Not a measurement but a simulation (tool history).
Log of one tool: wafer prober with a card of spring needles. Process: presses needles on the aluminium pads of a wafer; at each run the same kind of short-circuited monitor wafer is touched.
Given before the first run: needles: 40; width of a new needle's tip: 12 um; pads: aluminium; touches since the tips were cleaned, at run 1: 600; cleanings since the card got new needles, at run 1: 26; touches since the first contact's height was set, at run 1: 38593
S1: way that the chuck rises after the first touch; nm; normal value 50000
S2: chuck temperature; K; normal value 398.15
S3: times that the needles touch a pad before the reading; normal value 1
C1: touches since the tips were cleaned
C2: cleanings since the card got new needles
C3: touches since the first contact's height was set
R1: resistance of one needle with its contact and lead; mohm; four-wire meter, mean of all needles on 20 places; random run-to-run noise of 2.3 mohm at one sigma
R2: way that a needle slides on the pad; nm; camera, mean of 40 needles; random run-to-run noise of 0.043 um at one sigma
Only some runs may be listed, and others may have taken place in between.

run   hour     S1      S2  S3    C1  C2     C3   R1     R2
  1    0.0  50000  398.15   1   600  26  38593  272  10120
      23.6  -- tips cleaned on abrasive film
  2   24.1  50000  398.15   1   124  27  45356  275  10070
  3   44.2  50000  398.15   1  5802  27  51034  298  10130
      49.9  -- tips cleaned on abrasive film
  4   66.3  50000  398.15   1  4623  28  57257  299  10110
      75.9  -- tips cleaned on abrasive film
  5   83.2  50000  398.15   1  2058  29  62005  287  10050
     102.3  -- tips cleaned on abrasive film
  6  102.3  50000  398.15   1     0  30  67357  265  10090
  7  126.4  50000  398.15   1  6807  30  74164  304  10150
     129.5  -- tips cleaned on abrasive film
  8  149.7  32000  398.15   2  5717  31  80720  318   6460
     155.8  -- tips cleaned on abrasive film
  9  168.0  32000  398.15   2  3432  32  85852  303   6350
     182.4  -- tips cleaned on abrasive film
 10  186.4  50000  305.15   1  1135  33  91031  259  10010
 11  204.3  35000  305.15   1  6173  33  96069  318   6980

Measured result minus the same run's result without the hidden state. Both carry the same run-to-run variation, though not necessarily the same gauge scatter:
Hidden state at play: debris on the tips, nm; way that the needles fall short of the set height, um; tips' diameter, um; drift of the gauge itself on contact_mohm, %; drift of the gauge itself on scrub_um, %.
run   R1    R2
  1   +7   -60
  2   +5   -80
  3  +35   -70
  4  +33   -90
  5  +20  -100
  6   +5  -120
  7  +38  -130
  8  +45  -130
  9  +35  -150
 10  +18  -160
 11  +76  -170
